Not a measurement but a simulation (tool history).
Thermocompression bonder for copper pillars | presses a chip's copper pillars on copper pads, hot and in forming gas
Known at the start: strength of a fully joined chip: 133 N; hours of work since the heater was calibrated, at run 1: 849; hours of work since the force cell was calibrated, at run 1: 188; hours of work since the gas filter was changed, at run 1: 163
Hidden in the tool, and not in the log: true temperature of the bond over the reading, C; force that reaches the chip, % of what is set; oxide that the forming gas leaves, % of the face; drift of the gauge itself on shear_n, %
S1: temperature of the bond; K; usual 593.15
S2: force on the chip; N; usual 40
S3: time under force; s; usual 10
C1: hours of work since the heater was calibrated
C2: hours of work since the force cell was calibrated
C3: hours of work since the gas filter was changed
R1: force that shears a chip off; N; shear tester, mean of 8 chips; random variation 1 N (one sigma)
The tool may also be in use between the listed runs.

| run | hour | S1 | S2 | S3 | C1 | C2 | C3 | R1 |
|---|---|---|---|---|---|---|---|---|
| 1 | 0 | 593.15 | 40 | 10 | 849 | 188 | 163 | 89.5 |
| 2 | 40.9 | 593.15 | 40 | 10 | 871 | 210 | 185 | 86.8 |
| 3 | 91.4 | 593.15 | 40 | 10 | 898 | 237 | 212 | 86.6 |
| 4 | 132.6 | 593.15 | 40 | 10 | 920 | 259 | 234 | 87.9 |
| 5 | 172.1 | 593.15 | 30 | 10 | 941 | 281 | 255 | 78.7 |
| 6 | 218.5 | 593.15 | 30 | 10 | 966 | 306 | 280 | 78.9 |
| 7 | 244.8 | 593.15 | 40 | 10 | 980 | 320 | 294 | 88 |
| 8 | 281.6 | 593.15 | 40 | 10 | 1000 | 340 | 314 | 86.1 |
| 9 | 316.9 | 593.15 | 40 | 10 | 1019 | 358 | 333 | 86.6 |
| 10 | 352.4 | 617.15 | 40 | 10 | 1038 | 378 | 352 | 100.5 |
| 11 | 401.2 | 593.15 | 40 | 10 | 1064 | 404 | 378 | 84 |
| 12 | 438.9 | 593.15 | 40 | 10 | 1085 | 424 | 399 | 85.5 |
|  | 468.7 | forming gas filter changed |
| 13 | 489.8 | 593.15 | 40 | 10 | 1112 | 451 | 11 | 92.6 |
| 14 | 532 | 593.15 | 40 | 10 | 1134 | 474 | 34 | 94.2 |
| 15 | 561.9 | 593.15 | 40 | 10 | 1150 | 490 | 50 | 93.6 |
| 16 | 585.5 | 593.15 | 40 | 18 | 1163 | 503 | 63 | 104.5 |
| 17 | 610.8 | 593.15 | 40 | 18 | 1177 | 516 | 76 | 104.6 |
| 18 | 653 | 593.15 | 40 | 18 | 1199 | 539 | 99 | 105.3 |
| 19 | 701.2 | 593.15 | 40 | 18 | 1225 | 565 | 125 | 105.2 |
| 20 | 746.5 | 593.15 | 40 | 18 | 1250 | 589 | 149 | 104.6 |
|  | 751.7 | heater calibrated with a thermocouple chip |
| 21 | 776.4 | 621.15 | 50 | 12 | 13 | 604 | 164 | 115.3 |
| 22 | 801.6 | 577.15 | 33 | 9 | 27 | 618 | 178 | 77 |
| 23 | 836.5 | 577.15 | 33 | 9 | 46 | 636 | 197 | 76.5 |
| 24 | 875.5 | 565.15 | 55 | 7 | 67 | 657 | 218 | 77.8 |
| 25 | 906.6 | 565.15 | 55 | 7 | 83 | 674 | 234 | 78.2 |
| 26 | 956.7 | 565.15 | 30 | 28 | 110 | 701 | 261 | 91.9 |
| 27 | 984.8 | 578.15 | 39 | 28 | 125 | 716 | 276 | 106.2 |
| 28 | 1033.7 | 593.15 | 36 | 7 | 152 | 742 | 303 | 82.9 |
|  | 1057.3 | heater calibrated with a thermocouple chip, once more |
| 29 | 1069.4 | 565.15 | 47 | 30 | 6 | 761 | 321 | 90.7 |
| 30 | 1093.4 | 565.15 | 47 | 30 | 19 | 773 | 334 | 89 |
| 31 | 1135.3 | 586.15 | 42 | 19 | 42 | 796 | 356 | 91.1 |
| 32 | 1165.3 | 586.15 | 42 | 19 | 58 | 812 | 372 | 90.5 |
| 33 | 1195.5 | 586.15 | 42 | 19 | 74 | 828 | 388 | 91.1 |
| 34 | 1238.8 | 610.15 | 38 | 10 | 98 | 852 | 412 | 89 |
|  | 1245.3 | forming gas filter changed |
| 35 | 1262.4 | 610.15 | 38 | 10 | 110 | 864 | 9 | 96.7 |
| 36 | 1316.8 | 607.15 | 38 | 5 | 139 | 893 | 38 | 77.4 |
| 37 | 1349.8 | 616.15 | 26 | 7 | 157 | 911 | 56 | 80.3 |
| 38 | 1375.9 | 616.15 | 26 | 7 | 171 | 925 | 70 | 81.6 |

Measured less the same run without the tool's hidden state. The same run-to-run variation is in both; the gauge's scatter may not be:
| run | R1 |
|---|---|
| 1 | +2.3 |
| 2 | +1.9 |
| 3 | +1.5 |
| 4 | +1.1 |
| 5 | +1.3 |
| 6 | +1 |
| 7 | +0 |
| 8 | -0.3 |
| 9 | -0.6 |
| 10 | -3.5 |
| 11 | -1.3 |
| 12 | -1.6 |
| 13 | +7.7 |
| 14 | +7.5 |
| 15 | +7.3 |
| 16 | +5.9 |
| 17 | +5.7 |
| 18 | +5.2 |
| 19 | +4.7 |
| 20 | +4.2 |
| 21 | +3.5 |
| 22 | +11.4 |
| 23 | +11.1 |
| 24 | +11.5 |
| 25 | +11.4 |
| 26 | +10.1 |
| 27 | +6.2 |
| 28 | +8.7 |
| 29 | -6.4 |
| 30 | -6.7 |
| 31 | -7.3 |
| 32 | -7.3 |
| 33 | -7.9 |
| 34 | -8.2 |
| 35 | +1.9 |
| 36 | +1.6 |
| 37 | +1.3 |
| 38 | +1.1 |
